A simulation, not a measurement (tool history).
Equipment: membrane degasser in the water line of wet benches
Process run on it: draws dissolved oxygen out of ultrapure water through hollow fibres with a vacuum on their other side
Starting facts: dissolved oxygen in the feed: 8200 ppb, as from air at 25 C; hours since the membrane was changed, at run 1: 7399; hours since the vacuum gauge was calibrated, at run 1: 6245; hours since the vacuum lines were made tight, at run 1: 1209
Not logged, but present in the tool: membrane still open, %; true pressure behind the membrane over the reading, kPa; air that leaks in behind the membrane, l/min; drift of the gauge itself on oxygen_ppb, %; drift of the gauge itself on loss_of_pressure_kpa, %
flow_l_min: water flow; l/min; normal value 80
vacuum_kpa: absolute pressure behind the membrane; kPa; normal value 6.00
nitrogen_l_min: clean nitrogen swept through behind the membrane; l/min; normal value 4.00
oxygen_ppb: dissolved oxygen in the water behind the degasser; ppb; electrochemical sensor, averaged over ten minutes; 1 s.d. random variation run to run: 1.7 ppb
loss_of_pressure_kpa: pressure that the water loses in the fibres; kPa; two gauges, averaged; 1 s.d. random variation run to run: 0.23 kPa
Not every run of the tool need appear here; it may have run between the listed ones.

| run | hour | flow_l_min | vacuum_kpa | nitrogen_l_min | hours since the membrane was changed | hours since the vacuum gauge was calibrated | hours since the vacuum lines were made tight | oxygen_ppb | loss_of_pressure_kpa |
|---|---|---|---|---|---|---|---|---|---|
| 1 | 0.0 | 80 | 6.00 | 4.00 | 7399 | 6245 | 1209 | 167.5 | 57.41 |
| 2 | 296.8 | 80 | 6.00 | 4.00 | 7696 | 6541 | 1506 | 171.0 | 57.61 |
| 3 | 521.3 | 80 | 6.00 | 4.00 | 7921 | 6766 | 1731 | 169.2 | 57.32 |
| 4 | 808.8 | 80 | 6.00 | 4.00 | 8208 | 7053 | 2018 | 170.8 | 56.87 |
| 5 | 1089.7 | 80 | 6.00 | 4.00 | 8489 | 7334 | 2299 | 168.5 | 57.53 |
| 6 | 1428.0 | 80 | 6.00 | 4.00 | 8827 | 7673 | 2637 | 171.1 | 57.21 |
| 7 | 1743.9 | 80 | 6.00 | 4.00 | 9143 | 7989 | 2953 | 167.1 | 57.28 |
| 8 | 1894.4 | 80 | 6.00 | 4.00 | 9294 | 8139 | 3104 | 171.2 | 57.01 |
| 9 | 2042.3 | 80 | 6.00 | 4.00 | 9442 | 8287 | 3252 | 167.8 | 56.75 |
| 10 | 2313.7 | 80 | 6.00 | 4.00 | 9713 | 8558 | 3523 | 170.4 | 56.90 |
|  | 2437.8 | vacuum gauge calibrated |
| 11 | 2503.9 | 80 | 6.00 | 8.06 | 9903 | 66 | 3713 | 113.3 | 57.10 |
| 12 | 2829.9 | 80 | 6.00 | 4.00 | 10229 | 392 | 4039 | 171.2 | 56.93 |
| 13 | 3088.7 | 80 | 6.00 | 4.00 | 10488 | 651 | 4297 | 168.3 | 56.29 |
|  | 3363.8 | gauge calibrated |
| 14 | 3363.8 | 80 | 6.00 | 4.00 | 10763 | 926 | 4573 | 171.4 | 57.78 |
| 15 | 3635.1 | 80 | 13.88 | 4.00 | 11034 | 1197 | 4844 | 494.3 | 57.20 |
| 16 | 3980.8 | 80 | 6.00 | 9.99 | 11380 | 1543 | 5190 | 101.4 | 57.24 |
| 17 | 4191.2 | 80 | 6.00 | 9.99 | 11590 | 1753 | 5400 | 99.4 | 57.47 |
| 18 | 4532.5 | 80 | 6.00 | 9.99 | 11931 | 2095 | 5741 | 100.5 | 57.28 |
| 19 | 4817.5 | 80 | 6.00 | 9.99 | 12216 | 2380 | 6026 | 99.6 | 56.79 |
| 20 | 5005.6 | 77 | 12.27 | 2.24 | 12404 | 2568 | 6214 | 635.1 | 54.69 |
| 21 | 5270.7 | 77 | 12.27 | 2.24 | 12670 | 2833 | 6479 | 636.9 | 54.88 |
| 22 | 5509.9 | 106 | 7.86 | 6.76 | 12909 | 3072 | 6719 | 289.6 | 75.06 |
| 23 | 5714.9 | 106 | 7.86 | 4.23 | 13114 | 3277 | 6924 | 371.2 | 75.14 |
| 24 | 5992.2 | 48 | 8.63 | 4.23 | 13391 | 3554 | 7201 | 145.2 | 33.85 |
| 25 | 6136.6 | 68 | 8.28 | 4.00 | 13535 | 3699 | 7345 | 212.4 | 48.02 |
| 26 | 6436.4 | 71 | 6.00 | 2.14 | 13835 | 3999 | 7645 | 215.0 | 49.95 |
| 27 | 6578.9 | 77 | 4.14 | 5.03 | 13978 | 4141 | 7788 | 73.7 | 53.91 |

Predict the results of run 28:
| 28 | 6869.3 | 116 | 6.00 | 4.71 | 14268 | 4431 | 8078 | ? | ? |

{"run 28": {"oxygen_ppb": 309.7, "loss_of_pressure_kpa": 81.26}}
Without the tool's hidden state the same run would have given oxygen_ppb 309.2 ppb, loss_of_pressure_kpa 83.30 kPa.
